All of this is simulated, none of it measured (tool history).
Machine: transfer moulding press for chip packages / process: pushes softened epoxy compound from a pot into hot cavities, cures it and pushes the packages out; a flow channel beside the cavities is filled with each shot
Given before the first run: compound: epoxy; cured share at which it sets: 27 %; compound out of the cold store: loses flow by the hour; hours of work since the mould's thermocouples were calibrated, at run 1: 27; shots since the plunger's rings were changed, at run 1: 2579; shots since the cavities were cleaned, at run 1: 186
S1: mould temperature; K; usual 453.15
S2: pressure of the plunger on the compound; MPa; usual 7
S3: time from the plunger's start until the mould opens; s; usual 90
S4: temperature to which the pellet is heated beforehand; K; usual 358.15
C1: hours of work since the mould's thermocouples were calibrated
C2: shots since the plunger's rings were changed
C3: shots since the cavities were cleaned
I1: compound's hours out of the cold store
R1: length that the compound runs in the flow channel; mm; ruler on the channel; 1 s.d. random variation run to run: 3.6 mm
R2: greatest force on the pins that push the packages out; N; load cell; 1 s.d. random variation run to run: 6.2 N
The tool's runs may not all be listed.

| run | hour | S1 | S2 | S3 | S4 | C1 | C2 | C3 | I1 | R1 | R2 |
|---|---|---|---|---|---|---|---|---|---|---|---|
| 1 | 0 | 453.15 | 7 | 90 | 358.15 | 27 | 2579 | 186 | 46.2 | 672 | 315 |
| 2 | 5.5 | 453.15 | 7 | 90 | 358.15 | 31 | 2646 | 253 | 20.9 | 777 | 337 |
| 3 | 10.9 | 453.15 | 7 | 90 | 367.15 | 34 | 2712 | 319 | 23.9 | 768 | 352 |
| 4 | 21.4 | 453.15 | 7 | 90 | 358.15 | 41 | 2840 | 447 | 24.5 | 762 | 393 |
|  | 28 | cavities cleaned with cleaning compound and waxed |
| 5 | 32.7 | 453.15 | 7 | 90 | 358.15 | 48 | 2960 | 59 | 13.3 | 815 | 268 |
| 6 | 43.3 | 445.15 | 7 | 90 | 358.15 | 55 | 3088 | 187 | 46.6 | 683 | 436 |
| 7 | 49.2 | 453.15 | 7 | 77 | 358.15 | 59 | 3161 | 260 | 36.2 | 708 | 420 |
| 8 | 55 | 453.15 | 6.48 | 90 | 358.15 | 63 | 3231 | 330 | 19.6 | 756 | 369 |
| 9 | 64.8 | 453.15 | 7 | 90 | 348.15 | 69 | 3351 | 450 | 47.3 | 661 | 397 |
|  | 67.8 | mould's thermocouples calibrated |
|  | 73.2 | cavities cleaned with cleaning compound and waxed |
| 10 | 77 | 453.15 | 7 | 90 | 358.15 | 5 | 3456 | 47 | 16.5 | 793 | 261 |
|  | 86.1 | plunger's sealing rings changed |
| 11 | 87.6 | 453.15 | 7 | 90 | 358.15 | 11 | 18 | 146 | 40.1 | 711 | 290 |
| 12 | 95.3 | 453.15 | 7 | 90 | 358.15 | 16 | 111 | 239 | 30.1 | 761 | 329 |
| 13 | 100.2 | 453.15 | 7 | 90 | 358.15 | 19 | 171 | 299 | 28.9 | 767 | 336 |
| 14 | 110 | 453.15 | 7 | 90 | 364.15 | 25 | 291 | 419 | 30.1 | 760 | 368 |
|  | 118.7 | cavities cleaned with cleaning compound and waxed |
| 15 | 119.4 | 453.15 | 7 | 90 | 352.15 | 31 | 387 | 8 | 41 | 705 | 246 |
| 16 | 126.7 | 453.15 | 7 | 90 | 352.15 | 36 | 476 | 97 | 30.1 | 762 | 276 |
|  | 130.7 | mould's thermocouples calibrated, once more |
| 17 | 134.4 | 449.15 | 7 | 90 | 359.15 | 2 | 546 | 167 | 34.7 | 738 | 365 |
| 18 | 140.5 | 455.15 | 7 | 90 | 355.15 | 7 | 620 | 241 | 16.8 | 817 | 336 |
| 19 | 151 | 457.15 | 7.2 | 90 | 358.15 | 14 | 749 | 370 | 43.4 | 697 | 357 |
| 20 | 157.5 | 452.15 | 8.05 | 70 | 353.15 | 18 | 827 | 448 | 29.5 | 811 | 662 |
|  | 163.9 | cavities cleaned with cleaning compound and waxed |
| 21 | 163.9 | 453.15 | 5.78 | 90 | 364.15 | 21 | 887 | 0 | 36.6 | 662 | 243 |
| 22 | 174.2 | 453.15 | 5.78 | 90 | 364.15 | 28 | 1012 | 125 | 31.7 | 676 | 295 |
| 23 | 179.9 | 453.15 | 7 | 122 | 359.15 | 32 | 1082 | 195 | 47.3 | 678 | 284 |
| 24 | 184.4 | 453.15 | 7 | 122 | 359.15 | 35 | 1137 | 250 | 26.8 | 769 | 305 |
| 25 | 195.2 | 453.15 | 7 | 122 | 359.15 | 42 | 1268 | 381 | 23.6 | 773 | 324 |
| 26 | 200.6 | 453.15 | 7 | 122 | 359.15 | 46 | 1335 | 448 | 21.4 | 791 | 337 |
|  | 207.1 | cavities cleaned with cleaning compound and waxed |
| 27 | 211.4 | 453.15 | 7 | 122 | 359.15 | 52 | 1448 | 52 | 47.8 | 671 | 231 |
| 28 | 218.6 | 452.15 | 8.54 | 114 | 351.15 | 57 | 1536 | 140 | 26.3 | 849 | 271 |

Forecast each of these 3 alternatives for the next run:
| A | 226.2 | 452.15 | 8.54 | 106 | 351.15 | 62 | 1628 | 232 | 34.1 | ? | ? |
| B | 226.2 | 452.15 | 7.03 | 90 | 368.15 | 62 | 1628 | 232 | 47.9 | ? | ? |
| C | 226.2 | 449.15 | 8.54 | 114 | 351.15 | 62 | 1628 | 232 | 22.5 | ? | ? |

| run | R1 | R2 |
|---|---|---|
| A | 806 | 294 |
| B | 674 | 339 |
| C | 882 | 320 |
With no hidden state in the tool, these same runs would have given:
| run | R1 | R2 |
|---|---|---|
| A | 821 | 205 |
| B | 686 | 237 |
| C | 898 | 224 |

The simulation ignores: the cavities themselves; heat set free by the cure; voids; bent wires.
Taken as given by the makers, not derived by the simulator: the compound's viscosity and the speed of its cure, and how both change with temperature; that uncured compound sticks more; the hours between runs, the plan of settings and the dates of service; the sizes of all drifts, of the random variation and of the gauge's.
